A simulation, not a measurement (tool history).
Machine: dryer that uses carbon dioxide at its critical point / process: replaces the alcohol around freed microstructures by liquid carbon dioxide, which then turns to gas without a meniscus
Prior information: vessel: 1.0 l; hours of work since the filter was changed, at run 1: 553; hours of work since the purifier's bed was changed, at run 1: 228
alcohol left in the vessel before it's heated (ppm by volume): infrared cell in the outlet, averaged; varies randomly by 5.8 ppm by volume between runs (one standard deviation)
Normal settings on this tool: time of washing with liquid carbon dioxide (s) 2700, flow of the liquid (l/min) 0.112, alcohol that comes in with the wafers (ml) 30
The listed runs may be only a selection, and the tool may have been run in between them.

run,hour,time of washing with liquid carbon dioxide (s),flow of the liquid (l/min),alcohol that comes in with the wafers (ml),hours of work since the filter was changed,hours of work since the purifier's bed was changed,alcohol left in the vessel before it's heated (ppm by volume)
1,0.0,2700,0.112,30,553,228,423
# hour 6.9: inlet filter changed
2,27.4,2700,0.112,30,15,247,249
3,52.2,2700,0.112,30,34,266,248
4,72.4,2700,0.112,30,49,281,274
5,114.4,2700,0.112,30,80,312,265
6,132.4,2700,0.112,30,94,326,274
7,163.5,2700,0.112,30,117,349,278
8,193.0,2700,0.120,30,139,371,218
9,221.7,2700,0.120,30,161,393,232
10,258.1,2700,0.120,30,188,420,239
11,299.4,2700,0.170,30,219,451,91
12,329.9,2700,0.112,98,242,474,940
13,367.6,2700,0.112,98,270,502,970
14,386.2,2700,0.112,98,284,516,1009
15,406.7,2700,0.112,98,299,531,1025
16,449.0,2700,0.112,98,331,563,1046
17,475.8,2700,0.112,98,351,583,1085
18,508.3,2700,0.112,98,375,607,1150
19,530.1,2700,0.112,98,391,623,1136
20,558.7,2700,0.112,30,413,645,430
21,585.1,2700,0.112,30,432,665,434
22,624.1,2700,0.142,30,462,694,203
23,655.8,2700,0.142,30,485,717,223
24,691.9,3300,0.122,37,512,744,212
25,717.8,1680,0.118,30,532,764,1856
26,747.9,2100,0.112,29,554,786,1139
# hour 755.3: inlet filter changed
27,768.5,2100,0.133,65,10,801,759
28,787.9,2280,0.100,50,24,815,1310
29,806.7,3420,0.128,112,38,830,205
30,829.7,3420,0.128,112,56,847,219
31,854.4,3420,0.128,112,74,865,222
32,875.0,2700,0.112,43,90,881,443
33,894.2,4140,0.129,103,104,895,153
34,920.9,4140,0.129,103,124,915,151
# hour 927.4: purifier's bed changed
35,955.1,4140,0.129,103,147,21,35
36,975.6,4140,0.129,103,163,36,36
37,1003.9,2640,0.135,75,184,57,285
38,1031.0,2700,0.093,30,204,78,595
39,1058.7,2700,0.093,30,225,98,621
40,1097.8,2940,0.083,83,254,127,1968
41,1139.3,2940,0.083,83,285,159,2056
42,1167.5,2940,0.083,83,306,180,2055
43,1197.9,1680,0.112,25,329,202,1501
44,1239.2,2700,0.147,30,360,233,114

Consider 4 possible next runs. They are alternatives, not a sequence: every one starts from the tool as it was left by run 44. What does each give?
A,1259.2,2040,0.097,96,375,248,?
B,1259.2,3360,0.137,30,375,248,?
C,1259.2,2700,0.114,51,375,248,?
D,1259.2,3720,0.104,113,375,248,?

run,alcohol left in the vessel before it's heated (ppm by volume)
A,5101
B,69
C,564
D,393
With no hidden state in the tool, these same runs would have given:
run,alcohol left in the vessel before it's heated (ppm by volume)
A,3627
B,16
C,311
D,190
